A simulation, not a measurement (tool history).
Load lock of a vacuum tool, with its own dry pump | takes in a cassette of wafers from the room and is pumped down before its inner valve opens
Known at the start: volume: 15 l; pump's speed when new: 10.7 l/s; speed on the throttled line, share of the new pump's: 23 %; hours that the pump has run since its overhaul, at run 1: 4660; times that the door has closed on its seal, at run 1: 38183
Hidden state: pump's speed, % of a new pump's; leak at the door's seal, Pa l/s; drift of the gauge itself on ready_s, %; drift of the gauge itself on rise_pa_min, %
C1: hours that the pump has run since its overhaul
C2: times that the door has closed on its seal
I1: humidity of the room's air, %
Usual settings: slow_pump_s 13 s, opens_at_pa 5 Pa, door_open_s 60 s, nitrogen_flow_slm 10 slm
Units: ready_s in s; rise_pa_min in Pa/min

run 1 hour=0.0 | slow_pump_s=13 opens_at_pa=5 door_open_s=60 nitrogen_flow_slm=10 | C1=4660 C2=38183 | I1=41.4 | ready_s=24.9 rise_pa_min=0.361
run 2 hour=294.0 | slow_pump_s=12 opens_at_pa=5 door_open_s=60 nitrogen_flow_slm=10 | C1=4954 C2=39220 | I1=45.4 | ready_s=24.1 rise_pa_min=0.380
run 3 hour=533.5 | slow_pump_s=12 opens_at_pa=5 door_open_s=60 nitrogen_flow_slm=10 | C1=5193 C2=40066 | I1=42.3 | ready_s=24.8 rise_pa_min=0.378
-- hour=560.1 door's seal changed, seat wiped
run 4 hour=897.2 | slow_pump_s=13 opens_at_pa=5 door_open_s=60 nitrogen_flow_slm=10 | C1=5556 C2=1190 | I1=46.9 | ready_s=25.0 rise_pa_min=0.053
run 5 hour=1249.4 | slow_pump_s=13 opens_at_pa=5 door_open_s=60 nitrogen_flow_slm=10 | C1=5908 C2=2433 | I1=40.4 | ready_s=25.2 rise_pa_min=0.050
run 6 hour=1766.2 | slow_pump_s=13 opens_at_pa=5 door_open_s=60 nitrogen_flow_slm=10 | C1=6425 C2=4257 | I1=48.1 | ready_s=24.8 rise_pa_min=0.064
run 7 hour=2225.7 | slow_pump_s=13 opens_at_pa=5 door_open_s=127 nitrogen_flow_slm=10 | C1=6884 C2=5879 | I1=41.0 | ready_s=25.7 rise_pa_min=0.098
run 8 hour=2788.8 | slow_pump_s=13 opens_at_pa=5 door_open_s=128 nitrogen_flow_slm=10 | C1=7447 C2=7866 | I1=47.0 | ready_s=25.4 rise_pa_min=0.119
run 9 hour=3084.8 | slow_pump_s=13 opens_at_pa=5 door_open_s=128 nitrogen_flow_slm=10 | C1=7743 C2=8911 | I1=43.5 | ready_s=25.8 rise_pa_min=0.121
run 10 hour=3622.7 | slow_pump_s=7 opens_at_pa=5 door_open_s=60 nitrogen_flow_slm=10 | C1=8281 C2=10810 | I1=43.8 | ready_s=22.2 rise_pa_min=0.100
run 11 hour=4059.4 | slow_pump_s=13 opens_at_pa=7 door_open_s=28 nitrogen_flow_slm=12 | C1=8718 C2=12351 | I1=43.6 | ready_s=26.2 rise_pa_min=0.088
run 12 hour=4331.4 | slow_pump_s=6 opens_at_pa=7 door_open_s=36 nitrogen_flow_slm=12 | C1=8990 C2=13311 | I1=46.0 | ready_s=20.4 rise_pa_min=0.099
run 13 hour=4638.6 | slow_pump_s=6 opens_at_pa=7 door_open_s=36 nitrogen_flow_slm=12 | C1=9297 C2=14395 | I1=44.3 | ready_s=20.5 rise_pa_min=0.112
run 14 hour=5076.0 | slow_pump_s=18 opens_at_pa=9 door_open_s=28 nitrogen_flow_slm=12 | C1=9734 C2=15939 | I1=42.4 | ready_s=29.3 rise_pa_min=0.113

Forecast each of these 4 alternatives for the next run:
run A hour=5622.3 | slow_pump_s=13 opens_at_pa=9 door_open_s=60 nitrogen_flow_slm=28 | C1=10281 C2=17867 | I1=43.2 | ready_s=? rise_pa_min=?
run B hour=5622.3 | slow_pump_s=18 opens_at_pa=8 door_open_s=28 nitrogen_flow_slm=12 | C1=10281 C2=17867 | I1=45.2 | ready_s=? rise_pa_min=?
run C hour=5622.3 | slow_pump_s=21 opens_at_pa=4 door_open_s=28 nitrogen_flow_slm=9 | C1=10281 C2=17867 | I1=42.5 | ready_s=? rise_pa_min=?
run D hour=5622.3 | slow_pump_s=20 opens_at_pa=7 door_open_s=180 nitrogen_flow_slm=10 | C1=10281 C2=17867 | I1=45.6 | ready_s=? rise_pa_min=?

run=A ready_s=25.2 rise_pa_min=0.141
run=B ready_s=29.7 rise_pa_min=0.131
run=C ready_s=32.6 rise_pa_min=0.138
run=D ready_s=30.8 rise_pa_min=0.211
Without the tool's hidden state the same runs would have given:
run=A ready_s=22.8 rise_pa_min=0.036
run=B ready_s=27.5 rise_pa_min=0.027
run=C ready_s=30.3 rise_pa_min=0.032
run=D ready_s=28.7 rise_pa_min=0.107
